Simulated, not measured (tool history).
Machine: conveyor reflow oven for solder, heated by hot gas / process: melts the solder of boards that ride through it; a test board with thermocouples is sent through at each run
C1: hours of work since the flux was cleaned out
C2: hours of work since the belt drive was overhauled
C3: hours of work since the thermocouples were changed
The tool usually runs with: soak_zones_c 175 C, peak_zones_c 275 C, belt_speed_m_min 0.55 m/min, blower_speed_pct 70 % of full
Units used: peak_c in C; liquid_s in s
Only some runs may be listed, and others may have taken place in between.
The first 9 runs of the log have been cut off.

Run 10, hour 97.6: usual settings but soak_zones_c 165 C; C1 52; C2 74; C3 524. Result: peak_c 258.2 C, liquid_s 58.44 s.
Run 11, hour 105.2: usual settings; C1 56; C2 79; C3 529. Result: peak_c 259.9 C, liquid_s 62.43 s.
Run 12, hour 112.5: usual settings but belt_speed_m_min 0.57 m/min; C1 61; C2 84; C3 534. Result: peak_c 258.6 C, liquid_s 59.29 s.
Run 13, hour 126.7: usual settings but belt_speed_m_min 0.57 m/min; C1 71; C2 93; C3 543. Result: peak_c 258.6 C, liquid_s 59.33 s.
Run 14, hour 134.8: usual settings but belt_speed_m_min 0.57 m/min; C1 76; C2 98; C3 548. Result: peak_c 258.5 C, liquid_s 59.38 s.
Run 15, hour 143.9: usual settings but belt_speed_m_min 0.57 m/min; C1 82; C2 104; C3 554. Result: peak_c 258.5 C, liquid_s 59.31 s.
Run 16, hour 159.2: usual settings but belt_speed_m_min 0.57 m/min; C1 92; C2 114; C3 564. Result: peak_c 258.7 C, liquid_s 59.46 s.
Run 17, hour 167.4: usual settings but soak_zones_c 186 C, peak_zones_c 286 C, belt_speed_m_min 0.502 m/min, blower_speed_pct 71 % of full; C1 97; C2 120; C3 569. Result: peak_c 273.9 C, liquid_s 80.26 s.
Run 18, hour 180.5: usual settings but soak_zones_c 185 C, belt_speed_m_min 0.444 m/min, blower_speed_pct 55 % of full; C1 106; C2 128; C3 578. Result: peak_c 264.6 C, liquid_s 85.85 s.
Run 19, hour 187.7: usual settings but soak_zones_c 167 C, belt_speed_m_min 0.509 m/min; C1 110; C2 133; C3 583. Result: peak_c 260.9 C, liquid_s 65.95 s.
Run 20, hour 195.5: usual settings but soak_zones_c 161 C, peak_zones_c 280 C, belt_speed_m_min 0.537 m/min, blower_speed_pct 53 % of full; C1 115; C2 138; C3 588. Result: peak_c 258.6 C, liquid_s 58.29 s.
Run 21, hour 210.1: usual settings but soak_zones_c 181 C, peak_zones_c 283 C, belt_speed_m_min 0.553 m/min, blower_speed_pct 85 % of full; C1 125; C2 148; C3 597. Result: peak_c 270.2 C, liquid_s 69.66 s.
Run 22, hour 223.3: usual settings but soak_zones_c 181 C, peak_zones_c 283 C, belt_speed_m_min 0.553 m/min, blower_speed_pct 85 % of full; C1 134; C2 156; C3 606. Result: peak_c 270.1 C, liquid_s 69.5 s.
Run 23, hour 231.2: usual settings but soak_zones_c 181 C, peak_zones_c 283 C, belt_speed_m_min 0.553 m/min, blower_speed_pct 85 % of full; C1 139; C2 161; C3 611. Result: peak_c 270 C, liquid_s 69.61 s.
Run 24, hour 241.5: usual settings but soak_zones_c 181 C, peak_zones_c 283 C, belt_speed_m_min 0.553 m/min, blower_speed_pct 85 % of full; C1 145; C2 168; C3 618. Result: peak_c 269.9 C, liquid_s 69.62 s.
Run 25, hour 253.8: usual settings but soak_zones_c 180 C, peak_zones_c 286 C, belt_speed_m_min 0.553 m/min, blower_speed_pct 85 % of full; C1 154; C2 176; C3 626. Result: peak_c 272.8 C, liquid_s 70.23 s.
Run 26, hour 264: usual settings but peak_zones_c 268 C, belt_speed_m_min 0.596 m/min, blower_speed_pct 81 % of full; C1 160; C2 183; C3 632. Result: peak_c 253 C, liquid_s 53.46 s.
Run 27, hour 271.2: usual settings but belt_speed_m_min 0.481 m/min, blower_speed_pct 62 % of full; C1 165; C2 187; C3 637. Result: peak_c 262.2 C, liquid_s 73.9 s.
Run 28, hour 282.3: usual settings but soak_zones_c 163 C, peak_zones_c 285 C, belt_speed_m_min 0.604 m/min, blower_speed_pct 87 % of full; C1 172; C2 195; C3 644. Result: peak_c 266.8 C, liquid_s 56.92 s.
Run 29, hour 291.9: usual settings but belt_speed_m_min 0.552 m/min; C1 178; C2 201; C3 651. Result: peak_c 259.7 C, liquid_s 62.19 s.
Run 30, hour 306.7: usual settings but belt_speed_m_min 0.479 m/min, blower_speed_pct 55 % of full; C1 188; C2 211; C3 660. Result: peak_c 260.9 C, liquid_s 73.04 s.
Run 31, hour 318.9: usual settings but belt_speed_m_min 0.442 m/min, blower_speed_pct 77 % of full; C1 196; C2 219; C3 668. Result: peak_c 266.6 C, liquid_s 83.77 s.
Run 32, hour 327.9: usual settings but soak_zones_c 160 C, blower_speed_pct 79 % of full; C1 202; C2 225; C3 674. Result: peak_c 259.1 C, liquid_s 57.94 s.

Consider 3 possible next runs. They are alternatives, not a sequence: every one starts from the tool as it was left by run 32. What does each give?
Run A, hour 337.5: usual settings but peak_zones_c 273 C, blower_speed_pct 68 % of full; C1 208; C2 231; C3 680. Result: peak_c ?, liquid_s ?.
Run B, hour 337.5: usual settings but soak_zones_c 171 C, belt_speed_m_min 0.58 m/min; C1 208; C2 231; C3 680. Result: peak_c ?, liquid_s ?.
Run C, hour 337.5: usual settings but soak_zones_c 160 C, belt_speed_m_min 0.518 m/min, blower_speed_pct 79 % of full; C1 208; C2 231; C3 680. Result: peak_c ?, liquid_s ?.

run  peak_c  liquid_s
  A   257.7     61.12
  B   257.1     56.28
  C     261     63.04
Had the tool no hidden state, the same runs would have come out as:
run  peak_c  liquid_s
  A   257.7     61.14
  B   257.1     56.31
  C     261     63.07
